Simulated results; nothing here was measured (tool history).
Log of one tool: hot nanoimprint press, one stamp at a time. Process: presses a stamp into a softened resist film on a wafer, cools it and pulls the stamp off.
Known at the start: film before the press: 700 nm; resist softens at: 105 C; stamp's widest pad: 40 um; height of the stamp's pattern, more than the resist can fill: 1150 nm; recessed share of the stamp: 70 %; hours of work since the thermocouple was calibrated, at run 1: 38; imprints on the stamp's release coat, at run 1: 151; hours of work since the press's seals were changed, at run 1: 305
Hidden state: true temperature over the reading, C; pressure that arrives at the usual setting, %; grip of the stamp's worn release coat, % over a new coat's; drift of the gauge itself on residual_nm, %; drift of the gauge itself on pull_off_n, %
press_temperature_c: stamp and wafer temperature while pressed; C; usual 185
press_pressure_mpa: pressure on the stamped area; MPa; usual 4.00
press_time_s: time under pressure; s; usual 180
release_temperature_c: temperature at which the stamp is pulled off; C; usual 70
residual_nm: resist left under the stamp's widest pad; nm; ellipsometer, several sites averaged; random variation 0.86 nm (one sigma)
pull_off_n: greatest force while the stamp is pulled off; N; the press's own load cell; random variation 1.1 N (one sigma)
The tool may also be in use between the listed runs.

run    hour  press_temperature_c  press_pressure_mpa  press_time_s  release_temperature_c  hours of work since the thermocouple was calibrated  imprints on the stamp's release coat  hours of work since the press's seals were changed  residual_nm  pull_off_n
  1     0.0                  185                4.00           180                     70                                                   38                                   151                                                 305        349.3         169
  2    41.1                  185                4.00           180                     70                                                   58                                   228                                                 325        349.6         167
  3   110.5                  185                4.00           180                     69                                                   91                                   359                                                 358        350.8         171
  4   160.0                  185                4.00           180                     70                                                  115                                   452                                                 382        350.6         166
  5   226.5                  185                4.00           180                     70                                                  147                                   577                                                 414        350.9         169
      262.6  -- stamp cleaned and given a new release coat
  6   279.1                  185                4.00           180                     70                                                  169                                    31                                                 436        350.6         168
  7   327.2                  185                4.00           180                     78                                                  192                                   121                                                 459        352.2         133
  8   360.0                  185                4.00           180                     78                                                  208                                   183                                                 475        350.5         132
  9   419.4                  185                4.00           170                     78                                                  237                                   295                                                 504        358.9         133
 10   468.7                  185                4.00           170                     78                                                  260                                   387                                                 527        359.8         133
 11   525.5                  185                4.00           170                     78                                                  288                                   494                                                 554        358.8         134
 12   558.9                  185                4.00           170                     78                                                  304                                   557                                                 570        359.9         133
      604.4  -- stamp cleaned and given a new release coat
 13   633.4                  185                4.00           170                     78                                                  336                                    55                                                 603        358.9         132
 14   669.9                  185                4.00           180                     70                                                  354                                   124                                                 621        352.0         167
 15   728.5                  185                4.00           180                     70                                                  382                                   234                                                 649        352.2         164
 16   780.5                  185                4.00           180                     70                                                  407                                   332                                                 674        353.4         168
 17   832.6                  185                4.00           180                     70                                                  432                                   430                                                 699        353.8         169
 18   867.1                  187                4.00           100                     76                                                  448                                   495                                                 715        413.4         141
 19   916.5                  187                4.00           100                     76                                                  472                                   588                                                 739        412.9         141
      947.8  -- stamp cleaned and given a new release coat
 20   959.0                  184                4.42           180                     73                                                  490                                    22                                                 757        348.7         155
 21  1009.3                  184                4.42           180                     73                                                  514                                   116                                                 781        349.9         154
     1034.2  -- press's hydraulic seals changed and the load cell set to zero
     1042.4  -- plate thermocouple calibrated
 22  1052.0                  184                4.42           180                     73                                                    5                                   176                                                   7        350.2         154
 23  1093.5                  184                4.42           180                     73                                                   24                                   254                                                  27        350.2         156
 24  1144.6                  185                4.47           341                     70                                                   49                                   350                                                  51        263.8         168
 25  1182.7                  173                4.00           180                     70                                                   67                                   422                                                  70        475.7         169
 26  1243.7                  191                6.21           180                     70                                                   96                                   536                                                  99        248.5         168
 27  1287.3                  185                4.00           235                     62                                                  117                                   619                                                 120        319.2         206
     1302.8  -- stamp cleaned and given a new release coat
 28  1334.2                  177                4.89           272                     65                                                  137                                    59                                                 140        350.7         191
 29  1400.6                  188                5.04           180                     70                                                  169                                   185                                                 171        297.0         167
 30  1429.2                  193                3.49           263                     71                                                  183                                   238                                                 185        261.3         163
 31  1463.1                  182                4.00           328                     72                                                  199                                   302                                                 201        305.9         159

Hidden state at the last listed run before each entry between runs and at the first one after, where it differs:
Between runs 5 and 6: stamp cleaned and given a new release coat (hour 262.6)
  true temperature over the reading, C: 0.02 -> 0.03; pressure that arrives at the usual setting, %: 99.88 -> 99.87; grip of the stamp's worn release coat, % over a new coat's: 0.3 -> 0; drift of the gauge itself on residual_nm, %: 0.29 -> 0.35
  measured less the result without the state, residual_nm: +1.0 -> +1.1 nm
Between runs 12 and 13: stamp cleaned and given a new release coat (hour 604.4)
  pressure that arrives at the usual setting, %: 99.83 -> 99.82; grip of the stamp's worn release coat, % over a new coat's: 0.3 -> 0; drift of the gauge itself on residual_nm, %: 0.7 -> 0.79
  measured less the result without the state, residual_nm: +2.3 -> +2.6 nm
Between runs 19 and 20: stamp cleaned and given a new release coat (hour 947.8)
  true temperature over the reading, C: 0.07 -> 0.08; grip of the stamp's worn release coat, % over a new coat's: 0.3 -> 0; drift of the gauge itself on residual_nm, %: 1.15 -> 1.19
  measured less the result without the state, residual_nm: +4.4 -> +3.7 nm
Between runs 21 and 22: press's hydraulic seals changed and the load cell set to zero (hour 1034.2); plate thermocouple calibrated (hour 1042.4)
  true temperature over the reading, C: 0.08 -> -0.01; pressure that arrives at the usual setting, %: 99.76 -> 99.97; drift of the gauge itself on residual_nm, %: 1.26 -> 1.3
  measured less the result without the state, residual_nm: +4.0 -> +4.6 nm
Between runs 27 and 28: stamp cleaned and given a new release coat (hour 1302.8)
  grip of the stamp's worn release coat, % over a new coat's: 0.4 -> 0; drift of the gauge itself on residual_nm, %: 1.6 -> 1.65
  measured less the result without the state, residual_nm: +5.0 -> +5.6 nm
